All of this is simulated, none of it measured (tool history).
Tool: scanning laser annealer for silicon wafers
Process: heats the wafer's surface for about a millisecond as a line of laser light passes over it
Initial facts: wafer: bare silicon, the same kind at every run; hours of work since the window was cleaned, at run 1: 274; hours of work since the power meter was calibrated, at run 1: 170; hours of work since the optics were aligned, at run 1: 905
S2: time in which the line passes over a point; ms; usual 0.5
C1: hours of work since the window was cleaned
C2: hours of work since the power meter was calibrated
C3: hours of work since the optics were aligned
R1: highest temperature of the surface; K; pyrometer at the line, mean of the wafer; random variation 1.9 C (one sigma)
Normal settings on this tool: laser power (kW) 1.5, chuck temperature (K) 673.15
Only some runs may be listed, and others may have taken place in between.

run 1 day=0 | laser_power_(kW)=1.5 S2=0.5 chuck_temperature_(K)=673.15 | C1=274 C2=170 C3=905 | R1=1460.15
run 2 day=0.962 | laser_power_(kW)=1.5 S2=0.5 chuck_temperature_(K)=685.15 | C1=286 C2=182 C3=917 | R1=1470.15
run 3 day=2.971 | laser_power_(kW)=1.511 S2=0.5 chuck_temperature_(K)=673.15 | C1=311 C2=207 C3=941 | R1=1464.15
run 4 day=3.967 | laser_power_(kW)=1.511 S2=0.5 chuck_temperature_(K)=673.15 | C1=323 C2=219 C3=954 | R1=1461.15
run 5 day=5.121 | laser_power_(kW)=1.511 S2=0.5 chuck_temperature_(K)=673.15 | C1=337 C2=233 C3=968 | R1=1458.15
-- day=5.888 window over the wafer cleaned
run 6 day=6.088 | laser_power_(kW)=1.511 S2=0.5 chuck_temperature_(K)=673.15 | C1=2 C2=244 C3=979 | R1=1442.15
run 7 day=8.038 | laser_power_(kW)=1.298 S2=0.5 chuck_temperature_(K)=673.15 | C1=26 C2=268 C3=1003 | R1=1329.15
run 8 day=9.629 | laser_power_(kW)=1.298 S2=0.5 chuck_temperature_(K)=673.15 | C1=46 C2=288 C3=1022 | R1=1326.15
run 9 day=11.179 | laser_power_(kW)=1.5 S2=0.5 chuck_temperature_(K)=673.15 | C1=65 C2=307 C3=1041 | R1=1430.15
run 10 day=12.908 | laser_power_(kW)=1.5 S2=0.5 chuck_temperature_(K)=673.15 | C1=86 C2=328 C3=1063 | R1=1427.15
-- day=14.412 window over the wafer cleaned, once more
run 11 day=14.504 | laser_power_(kW)=1.5 S2=0.5 chuck_temperature_(K)=673.15 | C1=1 C2=347 C3=1081 | R1=1480.15
run 12 day=15.638 | laser_power_(kW)=1.5 S2=0.5 chuck_temperature_(K)=673.15 | C1=15 C2=360 C3=1095 | R1=1479.15
run 13 day=17.054 | laser_power_(kW)=1.5 S2=0.5 chuck_temperature_(K)=673.15 | C1=33 C2=378 C3=1113 | R1=1473.15
run 14 day=19.054 | laser_power_(kW)=1.5 S2=0.5 chuck_temperature_(K)=673.15 | C1=57 C2=403 C3=1137 | R1=1472.15
run 15 day=20.312 | laser_power_(kW)=1.5 S2=0.5 chuck_temperature_(K)=673.15 | C1=73 C2=418 C3=1153 | R1=1470.15
run 16 day=21.246 | laser_power_(kW)=1.5 S2=0.503 chuck_temperature_(K)=676.15 | C1=84 C2=430 C3=1164 | R1=1477.15
run 17 day=22.692 | laser_power_(kW)=1.462 S2=0.503 chuck_temperature_(K)=673.15 | C1=102 C2=447 C3=1182 | R1=1452.15
run 18 day=24.25 | laser_power_(kW)=1.462 S2=0.503 chuck_temperature_(K)=673.15 | C1=121 C2=467 C3=1201 | R1=1448.15
run 19 day=25.75 | laser_power_(kW)=1.462 S2=0.503 chuck_temperature_(K)=673.15 | C1=140 C2=485 C3=1220 | R1=1448.15
run 20 day=26.871 | laser_power_(kW)=1.579 S2=0.539 chuck_temperature_(K)=694.15 | C1=153 C2=499 C3=1234 | R1=1565.15
run 21 day=28.333 | laser_power_(kW)=1.5 S2=0.453 chuck_temperature_(K)=713.15 | C1=171 C2=517 C3=1251 | R1=1459.15
run 22 day=29.888 | laser_power_(kW)=1.5 S2=0.453 chuck_temperature_(K)=713.15 | C1=190 C2=536 C3=1271 | R1=1461.15
run 23 day=31.612 | laser_power_(kW)=1.5 S2=0.373 chuck_temperature_(K)=673.15 | C1=212 C2=557 C3=1292 | R1=1343.15
run 24 day=33.454 | laser_power_(kW)=1.5 S2=0.373 chuck_temperature_(K)=673.15 | C1=234 C2=580 C3=1315 | R1=1339.15
run 25 day=35.15 | laser_power_(kW)=1.441 S2=0.529 chuck_temperature_(K)=673.15 | C1=255 C2=601 C3=1335 | R1=1446.15
run 26 day=36.233 | laser_power_(kW)=1.493 S2=0.614 chuck_temperature_(K)=673.15 | C1=269 C2=614 C3=1349 | R1=1546.15
run 27 day=37.342 | laser_power_(kW)=1.505 S2=0.367 chuck_temperature_(K)=646.15 | C1=282 C2=628 C3=1362 | R1=1302.15
run 28 day=39.133 | laser_power_(kW)=1.63 S2=0.47 chuck_temperature_(K)=680.15 | C1=304 C2=650 C3=1384 | R1=1495.15
run 29 day=40.867 | laser_power_(kW)=1.5 S2=0.484 chuck_temperature_(K)=680.15 | C1=326 C2=671 C3=1406 | R1=1442.15
run 30 day=41.758 | laser_power_(kW)=1.3 S2=0.552 chuck_temperature_(K)=673.15 | C1=337 C2=682 C3=1417 | R1=1377.15

5 options for the next run, each taken on its own from the tool as it stands now. Forecast them:
-- day=42.708 window over the wafer cleaned
run A day=43.438 | laser_power_(kW)=1.582 S2=0.552 chuck_temperature_(K)=673.15 | C1=9 C2=702 C3=1436 | R1=?
-- day=42.708 window over the wafer cleaned
run B day=43.438 | laser_power_(kW)=1.5 S2=0.52 chuck_temperature_(K)=674.15 | C1=9 C2=702 C3=1436 | R1=?
-- day=42.708 window over the wafer cleaned
run C day=43.438 | laser_power_(kW)=1.605 S2=0.514 chuck_temperature_(K)=670.15 | C1=9 C2=702 C3=1436 | R1=?
-- day=42.708 window over the wafer cleaned
run D day=43.438 | laser_power_(kW)=1.601 S2=0.552 chuck_temperature_(K)=712.15 | C1=9 C2=702 C3=1436 | R1=?
-- day=42.708 window over the wafer cleaned
run E day=43.438 | laser_power_(kW)=1.639 S2=0.5 chuck_temperature_(K)=673.15 | C1=9 C2=702 C3=1436 | R1=?

run=A R1=1562.15
run=B R1=1485.15
run=C R1=1537.15
run=D R1=1616.15
run=E R1=1547.15
Without the tool's hidden state the same runs would have given:
run=A R1=1581.15
run=B R1=1502.15
run=C R1=1555.15
run=D R1=1636.15
run=E R1=1566.15

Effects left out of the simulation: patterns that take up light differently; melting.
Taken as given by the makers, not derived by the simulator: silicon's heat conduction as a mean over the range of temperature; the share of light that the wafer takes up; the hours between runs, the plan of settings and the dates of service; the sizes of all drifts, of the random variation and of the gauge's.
